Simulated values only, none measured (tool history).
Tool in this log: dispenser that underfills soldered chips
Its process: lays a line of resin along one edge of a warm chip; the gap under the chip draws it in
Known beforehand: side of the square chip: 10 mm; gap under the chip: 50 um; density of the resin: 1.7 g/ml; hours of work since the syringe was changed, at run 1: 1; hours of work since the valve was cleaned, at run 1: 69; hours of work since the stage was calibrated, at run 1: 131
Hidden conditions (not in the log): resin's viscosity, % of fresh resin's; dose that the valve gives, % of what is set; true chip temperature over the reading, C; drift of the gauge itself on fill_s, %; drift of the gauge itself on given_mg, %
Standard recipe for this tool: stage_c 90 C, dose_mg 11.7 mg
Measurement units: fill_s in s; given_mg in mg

run	hour	stage_c	dose_mg	hours of work since the syringe was changed	hours of work since the valve was cleaned	hours of work since the stage was calibrated	fill_s	given_mg
1	0.0	90	11.7	1	69	131	94.8	11.35
2	2.6	90	11.7	3	70	133	104.1	11.36
3	6.8	102	11.7	6	73	135	90.2	11.31
4	10.5	102	11.7	8	75	138	105.7	11.31
# hour 13.3: new syringe of resin
5	16.0	102	11.7	2	78	141	69.8	11.29
6	19.9	77	11.7	4	81	143	163.1	11.28
# hour 25.8: dispensing valve cleaned and set on the balance
7	26.1	99	11.7	7	0	146	109.8	11.67
8	29.2	99	11.7	9	2	148	124.9	11.67
# hour 30.0: new syringe of resin
9	32.0	90	13.6	1	4	150	87.9	13.51
10	34.5	81	13.6	3	5	151	128.8	13.52
11	38.8	81	13.6	5	8	154	152.3	13.48
12	42.2	76	13.6	7	10	156	208.7	13.53
# hour 45.8: new syringe of resin
13	46.6	76	13.6	0	12	158	126.2	13.46
14	51.5	101	11.7	3	15	161	81.2	11.60
15	54.8	101	11.7	5	17	163	94.6	11.57
16	59.8	90	11.7	9	20	166	154.3	11.58
# hour 61.7: new syringe of resin
17	63.7	90	11.7	1	22	168	91.9	11.55
18	67.2	90	11.7	3	25	171	106.9	11.53
19	71.7	102	12.0	6	27	173	92.9	11.78
20	76.9	102	12.0	9	30	177	119.3	11.79
# hour 77.6: new syringe of resin
21	80.5	78	11.6	2	32	178	134.7	11.40
22	85.4	81	10.3	5	35	181	158.7	10.08
23	89.6	81	10.3	7	38	184	191.2	10.10
24	92.6	90	14.0	9	40	186	156.9	13.73
# hour 93.2: new syringe of resin
25	96.0	84	14.9	2	42	188	106.7	14.57
26	101.2	90	11.4	5	45	191	117.8	11.15
27	103.9	84	11.7	6	46	192	155.8	11.41
28	108.0	84	11.7	9	49	195	188.8	11.42
# hour 109.2: new syringe of resin
29	113.0	81	12.0	2	52	198	130.0	11.68
30	115.9	99	12.0	4	54	200	90.1	11.69
31	118.4	93	13.2	6	55	201	115.2	12.84
32	122.8	93	13.2	8	58	204	139.3	12.81
# hour 125.0: new syringe of resin
33	127.7	93	13.2	2	61	207	86.9	12.76
34	131.3	92	13.2	4	63	209	105.4	12.79
35	134.2	77	10.5	6	64	210	187.8	10.19
36	136.6	77	10.5	7	66	212	211.0	10.17

Below are 3 alternative next runs, each starting from the tool's condition after run 36. Predict each:
# hour 140.9: new syringe of resin
A	141.2	88	10.9	0	68	215	?	?
# hour 140.9: new syringe of resin
B	141.2	77	11.7	0	68	215	?	?
# hour 140.9: new syringe of resin
C	141.2	77	14.2	0	68	215	?	?

run	fill_s	given_mg
A	91.5	10.51
B	121.5	11.32
C	118.3	13.70
Take away the tool's hidden state, keep each run's random variation, and the runs would have read:
run	fill_s	given_mg
A	88.5	10.88
B	117.6	11.71
C	115.0	14.18
